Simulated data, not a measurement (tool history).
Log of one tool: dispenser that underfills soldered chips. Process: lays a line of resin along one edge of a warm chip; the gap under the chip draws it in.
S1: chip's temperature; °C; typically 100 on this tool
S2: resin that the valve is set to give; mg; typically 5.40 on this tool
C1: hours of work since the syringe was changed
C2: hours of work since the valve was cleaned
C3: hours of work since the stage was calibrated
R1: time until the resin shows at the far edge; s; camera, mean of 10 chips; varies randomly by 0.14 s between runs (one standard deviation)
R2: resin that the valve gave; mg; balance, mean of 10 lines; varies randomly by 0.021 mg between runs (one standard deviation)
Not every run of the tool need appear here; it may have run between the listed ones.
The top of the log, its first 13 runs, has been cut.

run,hour,S1,S2,C1,C2,C3,R1,R2
# hour 48.9: new syringe of resin
14,49.7,100,5.79,1,10,143,6.6,5.73
15,53.0,100,5.79,3,12,145,7.1,5.71
16,57.1,100,5.79,6,15,148,7.6,5.74
# hour 57.8: new syringe of resin
17,60.1,100,5.40,2,17,150,7.1,5.35
18,62.2,100,4.76,3,18,151,7.5,4.67
19,65.8,108,5.40,6,20,154,6.0,5.28
# hour 66.4: new syringe of resin
20,69.7,99,5.83,2,23,156,7.1,5.72
21,74.5,99,5.83,6,26,159,8.1,5.71
# hour 75.2: new syringe of resin
22,78.3,90,5.30,2,29,162,10.3,5.13
23,82.0,90,5.30,5,31,164,11.1,5.13

Run 24, settings as shown, results not yet in. Your forecast:
# hour 83.8: new syringe of resin
24,85.5,90,5.30,1,33,166,?,?

Run 24 gave R1 10.2 s, R2 5.16 mg.
If the tool had no hidden condition, the same run with the same run-to-run variation would have returned R1 9.2 s, R2 5.32 mg.

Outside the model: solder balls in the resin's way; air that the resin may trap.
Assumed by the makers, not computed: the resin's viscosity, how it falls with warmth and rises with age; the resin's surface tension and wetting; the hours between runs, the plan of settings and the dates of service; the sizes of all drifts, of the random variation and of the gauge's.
